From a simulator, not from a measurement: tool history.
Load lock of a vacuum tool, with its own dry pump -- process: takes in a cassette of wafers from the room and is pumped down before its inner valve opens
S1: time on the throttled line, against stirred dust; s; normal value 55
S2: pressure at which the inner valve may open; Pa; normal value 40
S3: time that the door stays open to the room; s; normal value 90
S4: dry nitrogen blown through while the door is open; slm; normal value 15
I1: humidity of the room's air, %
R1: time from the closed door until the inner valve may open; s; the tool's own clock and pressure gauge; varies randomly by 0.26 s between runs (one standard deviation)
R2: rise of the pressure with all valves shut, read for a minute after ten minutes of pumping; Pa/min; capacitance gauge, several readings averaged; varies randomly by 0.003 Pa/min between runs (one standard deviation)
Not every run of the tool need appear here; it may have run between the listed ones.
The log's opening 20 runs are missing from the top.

{"run": 21, "day": 67.683, "S1": 60, "S2": 40, "S3": 90, "S4": 30, "I1": 45.1, "R1": 81.9, "R2": 0.206}
{"run": 22, "day": 69.762, "S1": 50, "S2": 55, "S3": 226, "S4": 6, "I1": 46.3, "R1": 71.1, "R2": 0.24}
{"run": 23, "day": 72.271, "S1": 47, "S2": 31, "S3": 182, "S4": 4, "I1": 43.8, "R1": 70.4, "R2": 0.247}
{"run": 24, "day": 74.392, "S1": 47, "S2": 31, "S3": 182, "S4": 4, "I1": 42.8, "R1": 70.7, "R2": 0.245}
{"run": 25, "day": 76.8, "S1": 100, "S2": 40, "S3": 90, "S4": 7, "I1": 47.5, "R1": 117.1, "R2": 0.247}
{"run": 26, "day": 81.083, "S1": 99, "S2": 36, "S3": 36, "S4": 18, "I1": 44.7, "R1": 116.9, "R2": 0.232}
{"run": 27, "day": 83.417, "S1": 33, "S2": 54, "S3": 51, "S4": 18, "I1": 46.6, "R1": 56.3, "R2": 0.238}
{"run": 28, "day": 85.258, "S1": 55, "S2": 40, "S3": 153, "S4": 11, "I1": 46.3, "R1": 77.1, "R2": 0.262}
{"run": 29, "day": 88.6, "S1": 86, "S2": 40, "S3": 90, "S4": 5, "I1": 45.2, "R1": 105.2, "R2": 0.27}
{"run": 30, "day": 91.421, "S1": 28, "S2": 40, "S3": 145, "S4": 15, "I1": 45.0, "R1": 53.0, "R2": 0.266}
{"run": 31, "day": 95.321, "S1": 28, "S2": 40, "S3": 145, "S4": 15, "I1": 44.9, "R1": 53.1, "R2": 0.273}
{"run": 32, "day": 97.283, "S1": 95, "S2": 40, "S3": 26, "S4": 15, "I1": 47.1, "R1": 113.3, "R2": 0.274}
{"run": 33, "day": 101.292, "S1": 53, "S2": 59, "S3": 26, "S4": 15, "I1": 39.7, "R1": 74.2, "R2": 0.286}
{"run": 34, "day": 103.742, "S1": 109, "S2": 40, "S3": 90, "S4": 33, "I1": 45.1, "R1": 125.2, "R2": 0.283}
{"run": 35, "day": 107.433, "S1": 109, "S2": 40, "S3": 90, "S4": 33, "I1": 47.1, "R1": 125.9, "R2": 0.292}
{"run": 36, "day": 111.183, "S1": 55, "S2": 39, "S3": 90, "S4": 15, "I1": 41.9, "R1": 76.8, "R2": 0.306}

Below are 5 alternative next runs, each starting from the tool's condition after run 36. Predict each:
{"run": "A", "day": 113.088, "S1": 55, "S2": 29, "S3": 58, "S4": 22, "I1": 42.6, "R1": "?", "R2": "?"}
{"run": "B", "day": 113.088, "S1": 78, "S2": 39, "S3": 90, "S4": 15, "I1": 42.4, "R1": "?", "R2": "?"}
{"run": "C", "day": 113.088, "S1": 55, "S2": 40, "S3": 91, "S4": 15, "I1": 43.7, "R1": "?", "R2": "?"}
{"run": "D", "day": 113.088, "S1": 64, "S2": 40, "S3": 77, "S4": 6, "I1": 42.1, "R1": "?", "R2": "?"}
{"run": "E", "day": 113.088, "S1": 47, "S2": 56, "S3": 31, "S4": 15, "I1": 44.2, "R1": "?", "R2": "?"}

run=A R1=77.8 R2=0.304
run=B R1=98.1 R2=0.305
run=C R1=77.3 R2=0.311
run=D R1=85.7 R2=0.317
run=E R1=69.0 R2=0.304
Stripped of hidden state, with their random variation kept, the same runs would have yielded:
run=A R1=76.9 R2=0.014
run=B R1=97.3 R2=0.022
run=C R1=76.4 R2=0.026
run=D R1=84.8 R2=0.032
run=E R1=68.1 R2=0.014
